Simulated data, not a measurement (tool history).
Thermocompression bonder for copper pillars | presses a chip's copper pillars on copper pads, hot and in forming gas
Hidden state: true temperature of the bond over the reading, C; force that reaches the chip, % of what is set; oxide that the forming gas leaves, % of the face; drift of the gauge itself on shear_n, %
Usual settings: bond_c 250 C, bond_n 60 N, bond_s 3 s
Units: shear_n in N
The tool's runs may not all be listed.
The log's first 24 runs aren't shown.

| run | day | bond_c | bond_n | bond_s | hours of work since the heater was calibrated | hours of work since the force cell was calibrated | hours of work since the gas filter was changed | shear_n |
|---|---|---|---|---|---|---|---|---|
| 25 | 11.421 | 232 | 46 | 2 | 268 | 305 | 230 | 24.2 |
| 26 | 11.875 | 232 | 86 | 5 | 273 | 310 | 235 | 57.6 |
| 27 | 12.296 | 232 | 86 | 5 | 277 | 314 | 239 | 59.8 |
| 28 | 12.950 | 232 | 86 | 5 | 284 | 321 | 246 | 58.3 |
| 29 | 13.367 | 260 | 47 | 6 | 288 | 325 | 250 | 59.0 |
|  | 13.450 | forming gas filter changed |
| 30 | 13.950 | 260 | 47 | 6 | 294 | 331 | 5 | 61.8 |
| 31 | 14.412 | 260 | 47 | 6 | 298 | 336 | 10 | 61.3 |
| 32 | 14.808 | 277 | 60 | 5 | 302 | 340 | 14 | 79.4 |
| 33 | 15.454 | 226 | 76 | 7 | 309 | 346 | 21 | 56.8 |
| 34 | 16.104 | 226 | 76 | 7 | 316 | 353 | 27 | 57.5 |

Forecast run 35:
| 35 | 16.767 | 226 | 76 | 7 | 322 | 360 | 34 | ? |

{"run 35": {"shear_n": 55.7}}
Without the tool's hidden state the same run would have given shear_n 51.8 N.

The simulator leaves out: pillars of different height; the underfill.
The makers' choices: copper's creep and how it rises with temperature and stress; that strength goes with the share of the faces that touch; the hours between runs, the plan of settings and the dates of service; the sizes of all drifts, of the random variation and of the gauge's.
